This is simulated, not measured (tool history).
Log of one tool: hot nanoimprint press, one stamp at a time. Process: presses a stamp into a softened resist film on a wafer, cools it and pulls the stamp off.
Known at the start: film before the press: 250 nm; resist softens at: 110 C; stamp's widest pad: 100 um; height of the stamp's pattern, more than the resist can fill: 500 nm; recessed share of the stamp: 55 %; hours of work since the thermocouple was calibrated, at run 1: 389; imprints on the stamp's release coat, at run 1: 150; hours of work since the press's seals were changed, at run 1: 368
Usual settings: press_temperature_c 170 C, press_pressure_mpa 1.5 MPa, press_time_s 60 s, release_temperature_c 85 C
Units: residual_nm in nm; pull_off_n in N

run	hour	press_temperature_c	press_pressure_mpa	press_time_s	release_temperature_c	hours of work since the thermocouple was calibrated	imprints on the stamp's release coat	hours of work since the press's seals were changed	residual_nm	pull_off_n
1	0	170	1.5	60	85	389	150	368	127.9	115.1
2	54	170	1.5	60	85	419	352	398	128.4	118.6
# hour 115.9: stamp cleaned and given a new release coat
# hour 124.9: plate thermocouple calibrated
3	158.1	170	1.5	60	85	19	147	452	133.3	117.1
4	239	170	1.5	60	85	64	451	497	134.1	123.6
# hour 275.5: stamp cleaned and given a new release coat
5	288.8	170	1.5	60	85	88	50	521	134.6	114.8
6	385.6	170	1.5	60	70	142	413	575	135.2	155.2
# hour 412.6: plate thermocouple calibrated, once more
# hour 433.7: stamp cleaned and given a new release coat
7	451.7	170	1.5	60	70	18	68	607	122.5	142.3
8	508.3	170	1.5	50	70	50	280	639	131.5	149
9	578.7	170	1.07	60	85	89	544	678	141.6	119.7
# hour 593.2: stamp cleaned and given a new release coat
10	670.7	170	1.07	60	85	137	291	726	142.7	116.1
# hour 745.9: stamp cleaned and given a new release coat
11	745.9	180	1.5	60	85	176	0	765	76.6	109.7
12	791.1	170	0.95	60	85	201	169	790	148.7	114
13	857.4	170	1.5	60	85	238	418	827	127.7	121.3
# hour 903.7: stamp cleaned and given a new release coat
14	908.1	170	1.01	60	85	263	16	852	146.2	110.5
15	987.1	170	1.5	60	85	307	313	896	128.4	117.1
# hour 1032.4: press's hydraulic seals changed and the load cell set to zero
16	1036.4	167	2.13	58	90	330	468	2	126.7	110.3
# hour 1068.7: stamp cleaned and given a new release coat
17	1108.5	173	1.5	60	80	367	150	39	108.7	124.8
18	1200.3	177	1.88	60	85	418	494	90	80.1	123.5
# hour 1224.6: stamp cleaned and given a new release coat
# hour 1269.6: plate thermocouple calibrated
19	1290.2	177	1.88	60	85	11	235	136	76.1	113.9
20	1363.1	170	1.52	108	78	52	509	176	97.4	136.2
# hour 1382.7: stamp cleaned and given a new release coat
21	1464.8	170	1.12	103	74	106	308	230	112.9	140.7
# hour 1534.9: stamp cleaned and given a new release coat
22	1560.7	170	1.12	39	87	156	97	280	159.2	107.7
23	1617.6	171	1.34	60	72	188	311	312	124.6	145.5
# hour 1691.3: stamp cleaned and given a new release coat
24	1697.6	168	1.34	84	88	229	23	353	127.8	106.6
25	1738.4	165	1.34	52	71	252	177	376	169.4	143.1
26	1784.5	177	2.35	58	85	277	350	401	74.1	118
27	1832.6	177	2.35	58	85	304	530	428	73.7	123.5
# hour 1846.7: stamp cleaned and given a new release coat
28	1920.9	172	1.5	41	85	350	278	474	132.9	117.9
# hour 2003.7: stamp cleaned and given a new release coat
29	2005.6	172	0.92	51	83	394	7	518	149.6	116

How the hidden state differs across the entries between the runs, from the last listed run before each to the first after it:
Between runs 2 and 3: stamp cleaned and given a new release coat (hour 115.9); plate thermocouple calibrated (hour 124.9)
  true temperature over the reading, C: -1.08 -> -1.97; pressure that arrives at the usual setting, %: 96.44 -> 95.95; grip of the stamp's worn release coat, % over a new coat's: 7 -> 2.9
  measured less the result without the state, residual_nm: +8.4 -> +14 nm; pull_off_n: +10 -> +7.4 N
Between runs 4 and 5: stamp cleaned and given a new release coat (hour 275.5)
  true temperature over the reading, C: -2.08 -> -2.14; pressure that arrives at the usual setting, %: 95.58 -> 95.35; grip of the stamp's worn release coat, % over a new coat's: 9 -> 1
  measured less the result without the state, residual_nm: +14.9 -> +15.5 nm; pull_off_n: +14.5 -> +5.5 N
Between runs 6 and 7: plate thermocouple calibrated, once more (hour 412.6); stamp cleaned and given a new release coat (hour 433.7)
  true temperature over the reading, C: -2.29 -> -0.12; pressure that arrives at the usual setting, %: 94.85 -> 94.55; grip of the stamp's worn release coat, % over a new coat's: 8.3 -> 1.3
  measured less the result without the state, residual_nm: +16.4 -> +3.6 nm; pull_off_n: +16.5 -> +2.2 N
Between runs 9 and 10: stamp cleaned and given a new release coat (hour 593.2)
  true temperature over the reading, C: -0.28 -> -0.4; pressure that arrives at the usual setting, %: 93.9 -> 93.46; grip of the stamp's worn release coat, % over a new coat's: 10.9 -> 5.8
  measured less the result without the state, residual_nm: +4.2 -> +5 nm; pull_off_n: +12.4 -> +7.2 N
Between runs 10 and 11: stamp cleaned and given a new release coat (hour 745.9)
  true temperature over the reading, C: -0.4 -> -0.5; pressure that arrives at the usual setting, %: 93.46 -> 93.07; grip of the stamp's worn release coat, % over a new coat's: 5.8 -> 0
  measured less the result without the state, residual_nm: +5 -> +4.5 nm; pull_off_n: +7.2 -> +1 N
Between runs 13 and 14: stamp cleaned and given a new release coat (hour 903.7)
  true temperature over the reading, C: -0.66 -> -0.72; pressure that arrives at the usual setting, %: 92.47 -> 92.26; grip of the stamp's worn release coat, % over a new coat's: 8.4 -> 0.3
  measured less the result without the state, residual_nm: +8 -> +7.2 nm; pull_off_n: +10.7 -> +1.8 N
Between runs 15 and 16: press's hydraulic seals changed and the load cell set to zero (hour 1032.4)
  true temperature over the reading, C: -0.82 -> -0.88; pressure that arrives at the usual setting, %: 91.85 -> 100.03; grip of the stamp's worn release coat, % over a new coat's: 6.2 -> 9.4
  measured less the result without the state, residual_nm: +9.3 -> +5.4 nm; pull_off_n: +8.6 -> +11.2 N
Between runs 16 and 17: stamp cleaned and given a new release coat (hour 1068.7)
  true temperature over the reading, C: -0.88 -> -0.97; pressure that arrives at the usual setting, %: 100.03 -> 99.68; grip of the stamp's worn release coat, % over a new coat's: 9.4 -> 3
  measured less the result without the state, residual_nm: +5.4 -> +5.2 nm; pull_off_n: +11.2 -> +5.6 N
Between runs 18 and 19: stamp cleaned and given a new release coat (hour 1224.6); plate thermocouple calibrated (hour 1269.6)
  true temperature over the reading, C: -1.1 -> -0.13; pressure that arrives at the usual setting, %: 99.22 -> 98.81; grip of the stamp's worn release coat, % over a new coat's: 9.9 -> 4.7
  measured less the result without the state, residual_nm: +4.8 -> +1.1 nm; pull_off_n: +13.4 -> +5.3 N
Between runs 20 and 21: stamp cleaned and given a new release coat (hour 1382.7)
  true temperature over the reading, C: -0.23 -> -0.36; pressure that arrives at the usual setting, %: 98.42 -> 97.94; grip of the stamp's worn release coat, % over a new coat's: 10.2 -> 6.1
  measured less the result without the state, residual_nm: +1.9 -> +2.8 nm; pull_off_n: +13 -> +8.9 N
Between runs 21 and 22: stamp cleaned and given a new release coat (hour 1534.9)
  true temperature over the reading, C: -0.36 -> -0.48; pressure that arrives at the usual setting, %: 97.94 -> 97.47; grip of the stamp's worn release coat, % over a new coat's: 6.1 -> 1.9
  measured less the result without the state, residual_nm: +2.8 -> +4 nm; pull_off_n: +8.9 -> +3 N
Between runs 23 and 24: stamp cleaned and given a new release coat (hour 1691.3)
  true temperature over the reading, C: -0.55 -> -0.65; pressure that arrives at the usual setting, %: 97.17 -> 96.81; grip of the stamp's worn release coat, % over a new coat's: 6.2 -> 0.5
  measured less the result without the state, residual_nm: +4.5 -> +5.5 nm; pull_off_n: +9.6 -> +1.9 N
Between runs 27 and 28: stamp cleaned and given a new release coat (hour 1846.7)
  true temperature over the reading, C: -0.83 -> -0.95; pressure that arrives at the usual setting, %: 96.15 -> 95.76; grip of the stamp's worn release coat, % over a new coat's: 10.6 -> 5.5
  measured less the result without the state, residual_nm: +5.3 -> +7.8 nm; pull_off_n: +13.6 -> +8.1 N
Between runs 28 and 29: stamp cleaned and given a new release coat (hour 2003.7)
  true temperature over the reading, C: -0.95 -> -1.05; pressure that arrives at the usual setting, %: 95.76 -> 95.36; grip of the stamp's worn release coat, % over a new coat's: 5.5 -> 0.1
  measured less the result without the state, residual_nm: +7.8 -> +7.9 nm; pull_off_n: +8.1 -> +2.3 N
